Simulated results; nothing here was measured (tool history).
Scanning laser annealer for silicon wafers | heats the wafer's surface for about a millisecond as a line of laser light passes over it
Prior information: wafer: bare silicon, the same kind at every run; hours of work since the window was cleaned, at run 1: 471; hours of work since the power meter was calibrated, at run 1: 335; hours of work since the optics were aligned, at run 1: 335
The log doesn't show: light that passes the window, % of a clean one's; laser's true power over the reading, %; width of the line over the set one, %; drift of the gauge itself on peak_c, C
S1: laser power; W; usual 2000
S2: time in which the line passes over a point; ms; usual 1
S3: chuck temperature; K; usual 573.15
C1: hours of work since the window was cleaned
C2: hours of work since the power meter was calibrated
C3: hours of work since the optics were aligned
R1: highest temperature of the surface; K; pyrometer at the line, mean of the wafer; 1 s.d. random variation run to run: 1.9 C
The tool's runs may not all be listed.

{"run": 1, "day": 0.0, "S1": 2000, "S2": 1, "S3": 573.15, "C1": 471, "C2": 335, "C3": 335, "R1": 1320.15}
{"run": 2, "day": 1.192, "S1": 2000, "S2": 1, "S3": 573.15, "C1": 494, "C2": 358, "C3": 358, "R1": 1320.15}
{"run": 3, "day": 2.125, "S1": 2000, "S2": 1, "S3": 585.15, "C1": 511, "C2": 375, "C3": 375, "R1": 1327.15}
{"run": 4, "day": 3.458, "S1": 2000, "S2": 1, "S3": 573.15, "C1": 537, "C2": 401, "C3": 401, "R1": 1314.15}
{"day": 4.442, "done": "window over the wafer cleaned"}
{"run": 5, "day": 4.858, "S1": 2000, "S2": 1, "S3": 573.15, "C1": 8, "C2": 426, "C3": 426, "R1": 1363.15}
{"day": 5.067, "done": "laser's power meter calibrated"}
{"run": 6, "day": 6.079, "S1": 1900, "S2": 1, "S3": 573.15, "C1": 29, "C2": 19, "C3": 446, "R1": 1318.15}
{"run": 7, "day": 7.042, "S1": 2000, "S2": 1, "S3": 540.15, "C1": 47, "C2": 37, "C3": 465, "R1": 1331.15}
{"run": 8, "day": 7.754, "S1": 2000, "S2": 0.86, "S3": 599.15, "C1": 61, "C2": 51, "C3": 478, "R1": 1328.15}
{"run": 9, "day": 8.654, "S1": 2000, "S2": 0.73, "S3": 573.15, "C1": 78, "C2": 68, "C3": 495, "R1": 1242.15}
{"run": 10, "day": 9.304, "S1": 2000, "S2": 0.73, "S3": 573.15, "C1": 90, "C2": 80, "C3": 508, "R1": 1242.15}

Below, some changes in R1 between adjacent runs. For each, the amount present without the hidden state too (settings, incoming material, random variation) and the amount remaining for the hidden state with gauge scatter not shared by both compared results:
Run 4 -> 5: window over the wafer cleaned. R1 +49 K: hidden state +49, all else +0.
Run 8 -> 9: S2 0.86 -> 0.73, S3 599.15 -> 573.15. R1 -86 K: hidden state -1, all else -85.

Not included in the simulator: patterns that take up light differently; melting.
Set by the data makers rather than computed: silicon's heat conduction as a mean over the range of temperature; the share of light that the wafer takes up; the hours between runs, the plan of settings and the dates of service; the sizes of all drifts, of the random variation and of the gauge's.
